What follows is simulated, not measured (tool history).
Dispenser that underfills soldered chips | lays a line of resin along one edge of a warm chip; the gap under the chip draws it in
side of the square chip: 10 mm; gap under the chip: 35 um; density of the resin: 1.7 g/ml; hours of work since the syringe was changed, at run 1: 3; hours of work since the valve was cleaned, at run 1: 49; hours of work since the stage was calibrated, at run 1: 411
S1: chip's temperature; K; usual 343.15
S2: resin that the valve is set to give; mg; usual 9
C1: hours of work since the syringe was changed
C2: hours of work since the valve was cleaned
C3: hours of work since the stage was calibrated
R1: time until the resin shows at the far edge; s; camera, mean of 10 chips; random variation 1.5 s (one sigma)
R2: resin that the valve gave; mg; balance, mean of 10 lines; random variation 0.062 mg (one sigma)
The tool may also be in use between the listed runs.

| run | hour | S1 | S2 | C1 | C2 | C3 | R1 | R2 |
|---|---|---|---|---|---|---|---|---|
| 1 | 0 | 343.15 | 9 | 3 | 49 | 411 | 164.3 | 8.61 |
| 2 | 6.9 | 343.15 | 9 | 7 | 53 | 416 | 217.1 | 8.65 |
|  | 13.9 | new syringe of resin |
| 3 | 14.4 | 343.15 | 9 | 0 | 58 | 420 | 141.2 | 8.55 |
| 4 | 24.8 | 343.15 | 9 | 7 | 65 | 427 | 210.7 | 8.47 |
|  | 32.2 | new syringe of resin |
| 5 | 32.2 | 329.15 | 9 | 0 | 69 | 432 | 227.2 | 8.54 |
| 6 | 39.8 | 329.15 | 9 | 5 | 74 | 437 | 299.8 | 8.47 |
|  | 51 | new syringe of resin |
| 7 | 51.9 | 329.15 | 9 | 1 | 82 | 444 | 233.8 | 8.38 |
|  | 67.8 | dispensing valve cleaned and set on the balance |
| 8 | 68.8 | 345.15 | 9 | 11 | 1 | 455 | 244.3 | 9.02 |
|  | 70.2 | new syringe of resin |
| 9 | 79.3 | 341.15 | 9 | 6 | 7 | 461 | 210.7 | 8.99 |
|  | 89.6 | new syringe of resin |
| 10 | 94 | 348.15 | 10.72 | 3 | 17 | 470 | 138.1 | 10.62 |
|  | 99.4 | stage's temperature calibrated |
| 11 | 105 | 331.15 | 9 | 9 | 23 | 4 | 385.7 | 8.85 |
|  | 109.4 | new syringe of resin |
| 12 | 120.1 | 331.15 | 9 | 7 | 33 | 13 | 329 | 8.77 |
|  | 127.6 | new syringe of resin |
| 13 | 131.4 | 331.15 | 9 | 2 | 40 | 20 | 253.1 | 8.75 |
| 14 | 142.1 | 331.15 | 9 | 9 | 47 | 27 | 385.7 | 8.73 |
|  | 146 | new syringe of resin |
| 15 | 152.1 | 331.15 | 9 | 4 | 53 | 33 | 282.5 | 8.76 |

Forecast each of these 5 alternatives for the next run:
| A | 161.3 | 336.15 | 8.8 | 10 | 59 | 39 | ? | ? |
| B | 161.3 | 344.15 | 10.29 | 10 | 59 | 39 | ? | ? |
| C | 161.3 | 335.15 | 9 | 10 | 59 | 39 | ? | ? |
| D | 161.3 | 342.15 | 10.93 | 10 | 59 | 39 | ? | ? |
| E | 161.3 | 349.15 | 9 | 10 | 59 | 39 | ? | ? |

| run | R1 | R2 |
|---|---|---|
| A | 337.1 | 8.41 |
| B | 254.1 | 9.79 |
| C | 349 | 8.6 |
| D | 269.8 | 10.5 |
| E | 214.2 | 8.71 |
Without the tool's hidden state the same runs would have given:
| run | R1 | R2 |
|---|---|---|
| A | 186.6 | 8.8 |
| B | 141.4 | 10.24 |
| C | 193.3 | 9 |
| D | 150.4 | 10.99 |
| E | 118.6 | 9.11 |
